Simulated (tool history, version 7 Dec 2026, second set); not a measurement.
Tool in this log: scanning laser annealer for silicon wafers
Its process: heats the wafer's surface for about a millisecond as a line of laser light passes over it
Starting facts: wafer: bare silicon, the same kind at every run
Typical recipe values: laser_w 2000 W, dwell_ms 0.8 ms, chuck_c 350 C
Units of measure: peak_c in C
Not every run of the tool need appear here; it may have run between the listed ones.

run,hour,laser_w,dwell_ms,chuck_c,peak_c
1,0,2000,0.8,350,1108
2,14.1,2000,0.8,350,1104
3,30.5,2000,0.8,385,1138
4,55.1,2000,0.8,350,1103
5,84.8,2000,0.8,350,1104
6,105,2000,0.8,350,1101
7,133.1,2000,0.8,350,1105
8,157.6,1815,0.8,350,1037
9,178.9,2000,0.8,350,1101
10,199.4,2000,0.8,350,1102
11,227.1,2000,0.8,350,1101
12,250,2000,0.8,350,1098
13,277.7,2000,0.8,350,1099
14,306.6,2000,0.8,350,1098
15,324.6,2000,0.8,350,1097
16,355.2,2000,0.8,350,1098
17,377.4,2000,0.8,384,1128
18,399.9,2000,0.8,350,1097
19,417.9,2000,0.8,350,1095
20,433.8,2000,0.8,350,1096
21,452.7,2000,0.787,350,1082
22,482.8,2181,0.963,321,1223
23,506.5,2181,0.963,321,1219
24,536.7,2181,0.963,321,1220
25,550,2000,0.682,316,993
26,567.9,2098,0.992,361,1241
27,582.8,1936,0.818,350,1080
28,609,2000,0.661,365,1026
29,625.8,2000,0.661,365,1027
30,644.7,2000,0.661,365,1027
31,674.8,2000,0.661,365,1026
32,699.6,2081,0.661,313,996
33,730.8,2020,0.8,350,1094
34,754.2,1785,0.747,315,952

For run 35, what comes out?
35,777.9,1923,0.759,315,?

{"run 35": {"peak_c": 1002}}
Minus the tool's unlogged condition, the same run would have read peak_c 1035 C.
